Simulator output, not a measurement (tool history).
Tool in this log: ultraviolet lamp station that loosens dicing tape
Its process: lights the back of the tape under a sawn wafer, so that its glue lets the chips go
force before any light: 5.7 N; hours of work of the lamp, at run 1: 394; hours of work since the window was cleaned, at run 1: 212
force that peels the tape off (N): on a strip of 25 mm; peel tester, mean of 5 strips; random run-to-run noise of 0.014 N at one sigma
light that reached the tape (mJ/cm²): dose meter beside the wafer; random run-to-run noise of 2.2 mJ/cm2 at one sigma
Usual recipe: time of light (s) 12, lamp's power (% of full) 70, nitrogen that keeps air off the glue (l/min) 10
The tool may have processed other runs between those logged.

run,hour,time of light (s),lamp's power (% of full),nitrogen that keeps air off the glue (l/min),hours of work of the lamp,hours of work since the window was cleaned,force that peels the tape off (N),light that reached the tape (mJ/cm²)
1,0.0,12,70,10,394,212,0.860,172
2,55.8,12,70,6,434,252,1.163,169
3,83.2,12,89,6,454,272,0.822,213
# hour 98.0: window cleaned of glue's vapour
4,119.4,12,89,6,480,16,0.734,225
5,174.4,12,70,10,521,56,0.832,174
6,217.3,12,70,10,552,87,0.851,174
7,274.5,10,70,3,594,129,1.957,141
8,316.1,14,70,3,624,159,1.453,191
9,351.2,14,67,7,650,185,0.930,183
10,405.6,7,76,10,689,224,1.761,100
11,432.4,14,64,4,709,244,1.462,169
12,471.5,14,64,4,737,273,1.509,165

Predict each of these 5 candidate next runs independently; none follows another, all start after run 12:
# hour 482.3: window cleaned of glue's vapour
A,526.5,14,65,13,777,32,?,?
# hour 482.3: window cleaned of glue's vapour
B,526.5,14,64,15,777,32,?,?
# hour 482.3: window cleaned of glue's vapour
C,526.5,12,66,8,777,32,?,?
# hour 482.3: window cleaned of glue's vapour
D,526.5,12,61,10,777,32,?,?
# hour 482.3: window cleaned of glue's vapour
E,526.5,19,88,4,777,32,?,?

run,force that peels the tape off (N),light that reached the tape (mJ/cm²)
A,0.688,184
B,0.643,180
C,1.154,153
D,1.101,143
E,0.498,331
Without the tool's hidden state the same runs would have given:
run,force that peels the tape off (N),light that reached the tape (mJ/cm²)
A,0.517,218
B,0.484,213
C,0.890,182
D,0.848,169
E,0.378,392
